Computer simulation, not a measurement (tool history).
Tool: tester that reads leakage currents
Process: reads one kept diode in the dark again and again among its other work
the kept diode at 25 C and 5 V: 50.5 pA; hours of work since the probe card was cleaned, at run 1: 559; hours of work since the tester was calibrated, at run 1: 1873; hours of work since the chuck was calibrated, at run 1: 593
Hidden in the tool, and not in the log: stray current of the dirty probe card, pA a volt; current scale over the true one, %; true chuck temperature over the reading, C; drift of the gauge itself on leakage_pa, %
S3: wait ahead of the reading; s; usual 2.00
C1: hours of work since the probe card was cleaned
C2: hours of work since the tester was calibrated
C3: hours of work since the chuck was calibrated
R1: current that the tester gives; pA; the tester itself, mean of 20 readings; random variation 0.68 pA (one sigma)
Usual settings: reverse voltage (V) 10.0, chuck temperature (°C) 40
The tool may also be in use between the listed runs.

{"run": 1, "hour": 0.0, "reverse voltage (V)": 10.0, "chuck temperature (°C)": 40, "S3": 2.0, "C1": 559, "C2": 1873, "C3": 593, "R1": 218.34}
{"run": 2, "hour": 24.7, "reverse voltage (V)": 10.0, "chuck temperature (°C)": 40, "S3": 2.0, "C1": 573, "C2": 1887, "C3": 607, "R1": 217.32}
{"run": 3, "hour": 52.1, "reverse voltage (V)": 10.0, "chuck temperature (°C)": 40, "S3": 2.0, "C1": 588, "C2": 1902, "C3": 622, "R1": 219.03}
{"run": 4, "hour": 82.3, "reverse voltage (V)": 10.0, "chuck temperature (°C)": 40, "S3": 2.0, "C1": 605, "C2": 1919, "C3": 639, "R1": 218.68}
{"run": 5, "hour": 103.6, "reverse voltage (V)": 10.0, "chuck temperature (°C)": 45, "S3": 2.0, "C1": 617, "C2": 1931, "C3": 651, "R1": 317.61}
{"run": 6, "hour": 136.1, "reverse voltage (V)": 10.0, "chuck temperature (°C)": 45, "S3": 2.0, "C1": 635, "C2": 1949, "C3": 669, "R1": 318.52}
{"run": 7, "hour": 165.9, "reverse voltage (V)": 10.0, "chuck temperature (°C)": 45, "S3": 2.0, "C1": 652, "C2": 1966, "C3": 686, "R1": 318.75}
{"run": 8, "hour": 208.6, "reverse voltage (V)": 10.0, "chuck temperature (°C)": 45, "S3": 2.0, "C1": 676, "C2": 1989, "C3": 709, "R1": 317.42}
{"hour": 213.0, "done": "tester calibrated"}
{"run": 9, "hour": 248.6, "reverse voltage (V)": 10.0, "chuck temperature (°C)": 45, "S3": 2.0, "C1": 697, "C2": 20, "C3": 731, "R1": 315.1}
{"run": 10, "hour": 283.1, "reverse voltage (V)": 10.0, "chuck temperature (°C)": 45, "S3": 2.0, "C1": 716, "C2": 39, "C3": 750, "R1": 312.91}
{"hour": 313.8, "done": "tester calibrated, once more"}
{"run": 11, "hour": 314.4, "reverse voltage (V)": 12.9, "chuck temperature (°C)": 55, "S3": 2.0, "C1": 733, "C2": 0, "C3": 766, "R1": 747.21}
{"run": 12, "hour": 340.5, "reverse voltage (V)": 12.9, "chuck temperature (°C)": 55, "S3": 2.0, "C1": 747, "C2": 15, "C3": 781, "R1": 740.68}
{"run": 13, "hour": 379.2, "reverse voltage (V)": 12.9, "chuck temperature (°C)": 55, "S3": 2.0, "C1": 769, "C2": 36, "C3": 802, "R1": 740.9}
{"run": 14, "hour": 417.9, "reverse voltage (V)": 12.9, "chuck temperature (°C)": 55, "S3": 2.0, "C1": 790, "C2": 58, "C3": 824, "R1": 742.42}
{"run": 15, "hour": 453.6, "reverse voltage (V)": 1.8, "chuck temperature (°C)": 55, "S3": 8.98, "C1": 810, "C2": 78, "C3": 844, "R1": 356.03}
{"run": 16, "hour": 479.8, "reverse voltage (V)": 8.8, "chuck temperature (°C)": 40, "S3": 1.21, "C1": 825, "C2": 93, "C3": 859, "R1": 212.0}
{"run": 17, "hour": 514.2, "reverse voltage (V)": 20.0, "chuck temperature (°C)": 22, "S3": 6.48, "C1": 844, "C2": 112, "C3": 878, "R1": 73.63}

Measured less the same run without the tool's hidden state. The same run-to-run variation is in both; the gauge's scatter may not be:
run=1 R1=-7.10
run=2 R1=-7.17
run=3 R1=-7.34
run=4 R1=-7.46
run=5 R1=-12.61
run=6 R1=-12.89
run=7 R1=-13.13
run=8 R1=-13.42
run=9 R1=-17.96
run=10 R1=-18.09
run=11 R1=-15.78
run=12 R1=-16.16
run=13 R1=-16.98
run=14 R1=-17.84
run=15 R1=-11.30
run=16 R1=-3.31
run=17 R1=+8.11
